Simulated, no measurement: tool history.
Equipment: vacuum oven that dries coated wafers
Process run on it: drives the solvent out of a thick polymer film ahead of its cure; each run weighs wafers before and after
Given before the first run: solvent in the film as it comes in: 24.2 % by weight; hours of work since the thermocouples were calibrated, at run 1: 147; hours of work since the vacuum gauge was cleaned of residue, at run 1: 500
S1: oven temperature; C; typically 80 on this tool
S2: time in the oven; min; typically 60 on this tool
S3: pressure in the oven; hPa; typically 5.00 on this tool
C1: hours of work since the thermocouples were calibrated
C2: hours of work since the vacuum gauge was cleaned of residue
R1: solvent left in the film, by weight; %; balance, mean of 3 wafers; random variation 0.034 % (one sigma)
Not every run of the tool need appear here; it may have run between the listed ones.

run,hour,S1,S2,S3,C1,C2,R1
1,0.0,80,60,5.00,147,500,3.05
2,25.9,80,60,5.00,160,513,3.01
3,43.7,95,60,5.00,169,522,0.35
4,58.5,95,60,5.00,177,530,0.33
5,73.9,95,60,5.00,185,538,0.35
6,101.9,70,60,5.00,199,552,7.66
7,120.3,68,60,5.00,209,562,8.74
8,141.4,72,60,5.00,220,573,6.59
9,173.2,80,60,5.00,236,589,3.08
10,197.1,80,60,5.00,248,601,3.02
11,216.4,80,60,14.00,258,611,3.68
12,241.9,80,60,10.93,271,624,3.46
13,265.5,80,60,10.93,284,637,3.49
14,284.3,66,55,2.81,293,646,10.04
15,309.5,80,56,6.11,306,659,3.47
16,324.0,86,47,2.71,314,667,2.03
17,341.8,85,31,2.72,323,676,4.79
18,365.1,70,64,16.50,335,688,8.29
19,383.5,70,64,16.50,345,698,8.35
20,403.0,66,58,5.00,355,708,10.08
21,424.8,84,35,16.41,366,719,5.23
22,441.7,84,35,16.41,375,728,5.24
23,458.2,88,51,17.47,383,736,2.19
24,476.2,80,80,10.45,392,745,2.32
25,510.4,80,80,10.45,410,763,2.24
26,533.8,91,70,7.67,422,775,0.57

Branching from run 26: 3 alternative next runs. What would each branch give?
A,564.9,65,83,2.81,438,791,?
B,564.9,77,60,5.00,438,791,?
C,564.9,83,85,5.00,438,791,?

run,R1
A,7.80
B,4.29
C,1.03
With the hidden condition removed and each run's random variation left untouched, the same runs would have given:
run,R1
A,7.79
B,4.28
C,1.02

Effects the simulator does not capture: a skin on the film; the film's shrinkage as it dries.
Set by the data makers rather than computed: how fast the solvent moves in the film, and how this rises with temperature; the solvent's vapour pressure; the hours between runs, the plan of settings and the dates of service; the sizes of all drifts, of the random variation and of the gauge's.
